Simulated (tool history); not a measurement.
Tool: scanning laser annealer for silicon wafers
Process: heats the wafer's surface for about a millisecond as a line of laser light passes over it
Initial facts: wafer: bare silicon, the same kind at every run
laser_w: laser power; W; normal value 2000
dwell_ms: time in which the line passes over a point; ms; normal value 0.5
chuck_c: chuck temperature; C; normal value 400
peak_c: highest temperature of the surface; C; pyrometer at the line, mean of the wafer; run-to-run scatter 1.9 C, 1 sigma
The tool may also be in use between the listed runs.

run,day,laser_w,dwell_ms,chuck_c,peak_c
1,0,2000,0.5,400,1115
2,0.667,2000,0.5,400,1118
3,1.604,2000,0.5,400,1116
4,2.104,2000,0.5,388,1107
5,2.508,1799,0.5,388,1023
6,2.9,1799,0.5,388,1027
7,3.662,1799,0.5,396,1033
8,4.596,1799,0.5,396,1033
9,5.508,1799,0.472,396,1016
10,5.95,1799,0.472,396,1014
11,6.562,2000,0.443,400,1079
12,7.171,1889,0.443,400,1039
13,7.608,2000,0.5,400,1115
14,8.475,2000,0.5,389,1101
15,8.879,2000,0.5,389,1101
16,9.35,2000,0.5,389,1103
17,10.008,2000,0.5,400,1112
18,10.529,2000,0.5,400,1113
19,11.138,2000,0.5,400,1112
20,11.983,2000,0.5,400,1108
# day 12.575: window over the wafer cleaned
21,12.604,2029,0.548,366,1140
22,13.188,2040,0.361,400,1048
23,13.654,2091,0.603,380,1215
24,14.475,2091,0.603,380,1211
25,14.862,1835,0.436,392,1020
26,15.683,2055,0.377,400,1066
27,16.129,2055,0.377,400,1067
28,17.029,2000,0.488,399,1123
29,17.825,2000,0.422,432,1110
30,18.417,1720,0.434,438,1019
31,18.846,1720,0.376,439,985
32,19.546,1720,0.376,439,988
33,19.954,1720,0.376,439,981
34,20.717,1720,0.376,439,982
35,21.225,1733,0.415,400,975
36,22.138,2196,0.416,367,1108
37,22.729,1775,0.53,400,1052
38,23.592,2166,0.459,380,1146
39,24.083,2166,0.459,380,1142

Table of differences, measured result less the result of that run with no hidden state. Run-to-run variation is the same in both. Gauge scatter possibly is not:
Hidden state present: light that passes the window, % of a clean one's; laser's true power over the reading, %; width of the line over the set one, %; drift of the gauge itself on peak_c, C.
run,peak_c
1,-28
2,-28
3,-29
4,-29
5,-26
6,-26
7,-26
8,-27
9,-27
10,-27
11,-30
12,-28
13,-32
14,-33
15,-33
16,-33
17,-34
18,-34
19,-35
20,-35
21,-14
22,-12
23,-16
24,-17
25,-13
26,-14
27,-14
28,-16
29,-15
30,-13
31,-13
32,-13
33,-13
34,-13
35,-14
36,-19
37,-18
38,-21
39,-21
